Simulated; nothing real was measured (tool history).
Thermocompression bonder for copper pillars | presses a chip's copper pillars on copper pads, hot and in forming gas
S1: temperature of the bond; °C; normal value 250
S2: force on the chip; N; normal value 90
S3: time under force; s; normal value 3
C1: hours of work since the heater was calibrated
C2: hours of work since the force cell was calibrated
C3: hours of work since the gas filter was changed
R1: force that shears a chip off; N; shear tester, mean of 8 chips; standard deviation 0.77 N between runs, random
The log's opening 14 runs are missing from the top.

{"run": 15, "hour": 276.6, "S1": 250, "S2": 90, "S3": 3, "C1": 590, "C2": 786, "C3": 171, "R1": 55.1}
{"run": 16, "hour": 287.3, "S1": 250, "S2": 90, "S3": 3, "C1": 598, "C2": 795, "C3": 180, "R1": 53.7}
{"run": 17, "hour": 308.0, "S1": 250, "S2": 90, "S3": 7, "C1": 615, "C2": 812, "C3": 196, "R1": 75.8}
{"run": 18, "hour": 325.4, "S1": 250, "S2": 90, "S3": 7, "C1": 629, "C2": 825, "C3": 210, "R1": 73.4}
{"run": 19, "hour": 348.1, "S1": 250, "S2": 90, "S3": 3, "C1": 647, "C2": 844, "C3": 228, "R1": 53.7}
{"run": 20, "hour": 360.1, "S1": 250, "S2": 77, "S3": 3, "C1": 657, "C2": 853, "C3": 238, "R1": 48.1}
{"run": 21, "hour": 372.3, "S1": 257, "S2": 90, "S3": 3, "C1": 666, "C2": 863, "C3": 248, "R1": 57.1}
{"run": 22, "hour": 384.3, "S1": 257, "S2": 90, "S3": 3, "C1": 676, "C2": 873, "C3": 257, "R1": 57.7}
{"run": 23, "hour": 408.1, "S1": 250, "S2": 90, "S3": 6, "C1": 695, "C2": 892, "C3": 276, "R1": 69.8}
{"run": 24, "hour": 431.8, "S1": 250, "S2": 90, "S3": 6, "C1": 714, "C2": 911, "C3": 295, "R1": 68.2}
{"run": 25, "hour": 455.1, "S1": 250, "S2": 90, "S3": 6, "C1": 733, "C2": 929, "C3": 314, "R1": 67.5}
{"run": 26, "hour": 479.1, "S1": 250, "S2": 90, "S3": 6, "C1": 752, "C2": 948, "C3": 333, "R1": 66.8}
{"run": 27, "hour": 494.9, "S1": 250, "S2": 90, "S3": 6, "C1": 764, "C2": 961, "C3": 346, "R1": 65.7}
{"hour": 504.9, "done": "forming gas filter changed"}
{"run": 28, "hour": 518.7, "S1": 250, "S2": 90, "S3": 6, "C1": 783, "C2": 980, "C3": 11, "R1": 72.2}
{"run": 29, "hour": 532.6, "S1": 237, "S2": 81, "S3": 4, "C1": 794, "C2": 991, "C3": 22, "R1": 48.9}
{"run": 30, "hour": 549.6, "S1": 262, "S2": 129, "S3": 2, "C1": 808, "C2": 1004, "C3": 36, "R1": 67.6}
{"run": 31, "hour": 573.3, "S1": 275, "S2": 88, "S3": 5, "C1": 827, "C2": 1023, "C3": 55, "R1": 81.8}
{"run": 32, "hour": 596.0, "S1": 275, "S2": 88, "S3": 5, "C1": 845, "C2": 1041, "C3": 73, "R1": 81.4}
{"run": 33, "hour": 615.7, "S1": 247, "S2": 97, "S3": 3, "C1": 861, "C2": 1057, "C3": 89, "R1": 54.7}
{"run": 34, "hour": 632.6, "S1": 234, "S2": 55, "S3": 4, "C1": 874, "C2": 1071, "C3": 102, "R1": 34.4}
{"run": 35, "hour": 656.4, "S1": 250, "S2": 101, "S3": 3, "C1": 893, "C2": 1090, "C3": 121, "R1": 57.7}
{"run": 36, "hour": 680.9, "S1": 265, "S2": 80, "S3": 3, "C1": 913, "C2": 1109, "C3": 141, "R1": 55.5}
{"run": 37, "hour": 702.6, "S1": 229, "S2": 90, "S3": 2, "C1": 930, "C2": 1127, "C3": 158, "R1": 34.2}
{"run": 38, "hour": 717.4, "S1": 236, "S2": 67, "S3": 7, "C1": 942, "C2": 1139, "C3": 170, "R1": 50.1}
{"run": 39, "hour": 734.0, "S1": 236, "S2": 67, "S3": 7, "C1": 955, "C2": 1152, "C3": 183, "R1": 48.9}

4 options for the next run, each taken on its own from the tool as it stands now. Forecast them:
{"run": "A", "hour": 750.3, "S1": 232, "S2": 90, "S3": 4, "C1": 968, "C2": 1165, "C3": 196, "R1": "?"}
{"run": "B", "hour": 750.3, "S1": 232, "S2": 82, "S3": 6, "C1": 968, "C2": 1165, "C3": 196, "R1": "?"}
{"run": "C", "hour": 750.3, "S1": 235, "S2": 67, "S3": 7, "C1": 968, "C2": 1165, "C3": 196, "R1": "?"}
{"run": "D", "hour": 750.3, "S1": 221, "S2": 74, "S3": 4, "C1": 968, "C2": 1165, "C3": 196, "R1": "?"}

run=A R1=47.6
run=B R1=52.5
run=C R1=50.1
run=D R1=34.9
With the hidden condition removed and each run's random variation left untouched, the same runs would have given:
run=A R1=54.9
run=B R1=60.3
run=C R1=57.5
run=D R1=40.9

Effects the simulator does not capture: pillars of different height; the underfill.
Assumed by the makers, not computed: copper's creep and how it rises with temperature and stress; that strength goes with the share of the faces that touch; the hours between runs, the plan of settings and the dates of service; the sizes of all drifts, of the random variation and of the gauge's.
